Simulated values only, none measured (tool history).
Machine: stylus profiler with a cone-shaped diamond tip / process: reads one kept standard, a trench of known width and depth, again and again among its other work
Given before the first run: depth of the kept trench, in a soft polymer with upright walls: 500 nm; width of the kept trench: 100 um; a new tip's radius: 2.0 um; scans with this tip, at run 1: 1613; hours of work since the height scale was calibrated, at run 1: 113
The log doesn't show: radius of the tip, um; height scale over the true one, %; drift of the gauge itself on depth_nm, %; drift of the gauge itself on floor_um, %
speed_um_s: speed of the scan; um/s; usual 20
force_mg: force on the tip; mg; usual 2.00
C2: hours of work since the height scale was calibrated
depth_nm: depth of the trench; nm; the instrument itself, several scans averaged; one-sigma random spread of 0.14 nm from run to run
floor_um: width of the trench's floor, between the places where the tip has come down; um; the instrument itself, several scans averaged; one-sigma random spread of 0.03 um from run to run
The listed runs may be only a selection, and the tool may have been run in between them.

Run 1, hour 0.0: usual settings; scans with this tip 1613; C2 113. Result: depth_nm 507.09 nm, floor_um 97.28 um.
Run 2, hour 13.6: usual settings but force_mg 0.82 mg; scans with this tip 1697; C2 119. Result: depth_nm 504.01 nm, floor_um 97.19 um.
Run 3, hour 22.8: usual settings but speed_um_s 18 um/s; scans with this tip 1753; C2 123. Result: depth_nm 507.15 nm, floor_um 97.27 um.
Run 4, hour 42.2: usual settings but force_mg 2.42 mg; scans with this tip 1872; C2 131. Result: depth_nm 508.10 nm, floor_um 97.25 um.
Run 5, hour 55.2: usual settings but force_mg 2.42 mg; scans with this tip 1951; C2 137. Result: depth_nm 508.33 nm, floor_um 97.27 um.
Run 6, hour 70.7: usual settings but force_mg 2.42 mg; scans with this tip 2046; C2 143. Result: depth_nm 508.26 nm, floor_um 97.28 um.
Run 7, hour 88.0: usual settings but force_mg 2.42 mg; scans with this tip 2153; C2 151. Result: depth_nm 508.32 nm, floor_um 97.29 um.
Run 8, hour 103.5: usual settings; scans with this tip 2248; C2 157. Result: depth_nm 507.38 nm, floor_um 97.27 um.
Run 9, hour 119.2: usual settings but speed_um_s 67 um/s; scans with this tip 2344; C2 164. Result: depth_nm 507.14 nm, floor_um 97.03 um.
Run 10, hour 137.3: usual settings but speed_um_s 67 um/s; scans with this tip 2455; C2 172. Result: depth_nm 506.95 nm, floor_um 97.06 um.
Run 11, hour 152.3: usual settings but speed_um_s 67 um/s; scans with this tip 2547; C2 178. Result: depth_nm 507.17 nm, floor_um 97.02 um.
Run 12, hour 160.4: usual settings but speed_um_s 67 um/s; scans with this tip 2596; C2 182. Result: depth_nm 507.09 nm, floor_um 97.06 um.
Run 13, hour 174.9: usual settings but speed_um_s 29 um/s; scans with this tip 2686; C2 188. Result: depth_nm 507.48 nm, floor_um 97.21 um.
Run 14, hour 188.1: usual settings but speed_um_s 29 um/s; scans with this tip 2766; C2 194. Result: depth_nm 507.36 nm, floor_um 97.26 um.
Run 15, hour 196.2: usual settings but speed_um_s 29 um/s; scans with this tip 2816; C2 197. Result: depth_nm 507.17 nm, floor_um 97.21 um.
Run 16, hour 212.2: usual settings but speed_um_s 29 um/s; scans with this tip 2914; C2 204. Result: depth_nm 507.30 nm, floor_um 97.21 um.
Run 17, hour 232.0: usual settings but speed_um_s 18 um/s, force_mg 2.98 mg; scans with this tip 3035; C2 213. Result: depth_nm 509.47 nm, floor_um 97.29 um.
Run 18, hour 247.3: usual settings but speed_um_s 9 um/s, force_mg 3.01 mg; scans with this tip 3129; C2 219. Result: depth_nm 509.42 nm, floor_um 97.29 um.
Run 19, hour 258.3: usual settings but speed_um_s 9 um/s, force_mg 3.01 mg; scans with this tip 3197; C2 224. Result: depth_nm 509.57 nm, floor_um 97.37 um.
Run 20, hour 277.5: usual settings but force_mg 0.74 mg; scans with this tip 3315; C2 232. Result: depth_nm 503.55 nm, floor_um 97.19 um.

Run 21 has not been measured yet. What should we expect?
Run 21, hour 292.3: usual settings but speed_um_s 63 um/s, force_mg 1.13 mg; scans with this tip 3405; C2 238. Result: depth_nm ?, floor_um ?.

depth_nm: 504.55 nm
floor_um: 96.98 um
Take away the tool's hidden state, keep the run-to-run variation as it was, and the same run would have given depth_nm 504.55 nm, floor_um 96.98 um.
